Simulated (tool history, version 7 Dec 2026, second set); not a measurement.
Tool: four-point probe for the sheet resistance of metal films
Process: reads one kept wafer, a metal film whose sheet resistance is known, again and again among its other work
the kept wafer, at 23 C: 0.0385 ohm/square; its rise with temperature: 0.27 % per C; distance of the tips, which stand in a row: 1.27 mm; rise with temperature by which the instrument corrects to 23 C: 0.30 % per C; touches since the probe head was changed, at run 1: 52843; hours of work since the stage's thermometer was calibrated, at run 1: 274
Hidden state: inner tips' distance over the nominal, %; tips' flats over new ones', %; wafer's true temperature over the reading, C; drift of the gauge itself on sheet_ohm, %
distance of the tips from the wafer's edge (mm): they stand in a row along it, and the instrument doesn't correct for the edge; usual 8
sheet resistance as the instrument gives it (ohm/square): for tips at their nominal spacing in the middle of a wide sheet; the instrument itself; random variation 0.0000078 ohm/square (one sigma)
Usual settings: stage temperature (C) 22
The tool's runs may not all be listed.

run	day	stage temperature (C)	distance of the tips from the wafer's edge (mm)	touches since the probe head was changed	hours of work since the stage's thermometer was calibrated	sheet resistance as the instrument gives it (ohm/square)
1	0	22	8	52843	274	0.039014
2	0.429	22	15	53189	278	0.038672
3	0.862	22	68	53535	283	0.038519
4	1.55	22	68	54087	290	0.038518
5	2.267	22	68	54664	297	0.038526
6	2.746	22	68	55047	302	0.038525
7	3.654	19	8	55776	311	0.039058
8	4.429	19	15	56399	318	0.038711
9	5.033	22	8	56886	325	0.039031
10	5.517	22	7	57273	329	0.03918
11	6.25	22	7	57862	337	0.039167
12	6.788	22	7	58293	342	0.039174
13	7.571	34	3	58922	350	0.04171
14	8.379	33	16	59572	358	0.038496
15	8.833	20	54	59938	363	0.038556
16	9.358	20	54	60359	368	0.038543
17	9.75	34	33	60674	372	0.038399
18	10.329	26	45	61137	378	0.038481
19	10.771	26	45	61491	382	0.038461

3 ways to go on from here, each from the tool as it stands after run 19. What would each give?
A	11.617	33	6	62171	391	?
B	11.617	29	28	62171	391	?
C	11.617	30	8	62171	391	?

run	sheet resistance as the instrument gives it (ohm/square)
A	0.039279
B	0.038457
C	0.038918
Without the tool's hidden state the same runs would have given:
run	sheet resistance as the instrument gives it (ohm/square)
A	0.039283
B	0.038461
C	0.038922
